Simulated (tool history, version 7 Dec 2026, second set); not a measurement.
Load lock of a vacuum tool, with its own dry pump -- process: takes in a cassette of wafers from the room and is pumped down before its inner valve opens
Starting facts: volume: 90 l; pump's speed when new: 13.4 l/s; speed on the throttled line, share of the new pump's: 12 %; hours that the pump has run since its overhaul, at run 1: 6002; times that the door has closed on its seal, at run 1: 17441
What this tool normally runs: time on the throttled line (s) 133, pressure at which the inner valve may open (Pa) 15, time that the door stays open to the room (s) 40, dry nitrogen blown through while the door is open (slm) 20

run    hour  time on the throttled line (s)  pressure at which the inner valve may open (Pa)  time that the door stays open to the room (s)  dry nitrogen blown through while the door is open (slm)  hours that the pump has run since its overhaul  times that the door has closed on its seal  incoming humidity of the room's air, %  time from the closed door until the inner valve may open (s)  rise of the pressure with all valves shut (Pa/min)
  1       0                             133                                               15                                             40                                                       20                                            6002                                       17441                                    45.3                                                           181                                               0.136
  2   127.9                             133                                               15                                             40                                                        7                                            6130                                       17766                                    47.7                                                         183.4                                               0.152
  3   241.1                             133                                               15                                             40                                                        7                                            6243                                       18053                                    41.5                                                           182                                               0.147
  4   311.5                             133                                               15                                             40                                                       42                                            6314                                       18231                                      46                                                         180.2                                               0.139
  5   391.1                             133                                               15                                             25                                                       42                                            6393                                       18433                                    42.7                                                         181.7                                                0.13
  6   497.7                             182                                               15                                             40                                                       20                                            6500                                       18703                                    43.2                                                         223.4                                               0.144
  7   640.8                             182                                               15                                             40                                                       20                                            6643                                       19066                                    47.3                                                         222.1                                               0.157
  8   778.4                             182                                               15                                             40                                                       20                                            6781                                       19415                                    42.2                                                         224.3                                               0.156
  9   905.6                             182                                               15                                             40                                                       20                                            6908                                       19737                                    46.6                                                         225.1                                               0.164
 10  1016.2                             133                                               11                                             40                                                       20                                            7019                                       20018                                    46.9                                                           187                                                0.16
 11  1099.2                             133                                               11                                             40                                                       20                                            7102                                       20228                                    45.6                                                         186.2                                               0.168
 12  1252.1                             133                                               15                                             40                                                       20                                            7254                                       20616                                    46.2                                                         182.7                                               0.175
 13  1369.1                             133                                               15                                             40                                                       20                                            7371                                       20912                                    47.6                                                         181.7                                               0.181
 14  1502.5                             133                                               11                                             36                                                       20                                            7505                                       21250                                    48.1                                                         183.6                                               0.176
 15  1619.9                             133                                               11                                             36                                                       20                                            7622                                       21548                                    43.4                                                         185.8                                               0.187
 16  1735.2                             133                                               11                                             36                                                       20                                            7738                                       21841                                    45.2                                                         184.9                                               0.184
 17  1878.1                             198                                               15                                             40                                                       35                                            7880                                       22203                                    45.3                                                         238.6                                               0.183
 18  2014.7                             134                                               23                                            228                                                       35                                            8017                                       22549                                    43.4                                                         181.1                                               0.239

What will run 19 give?
 19  2080.9                             147                                               12                                             45                                                       13                                            8083                                       22717                                    46.1                                                             ?                                                   ?

Logged for run 19: time from the closed door until the inner valve may open (s) 197.6, rise of the pressure with all valves shut (Pa/min) 0.202.
Without the tool's hidden state the same run would have given time from the closed door until the inner valve may open (s) 190.5, rise of the pressure with all valves shut (Pa/min) 0.038.
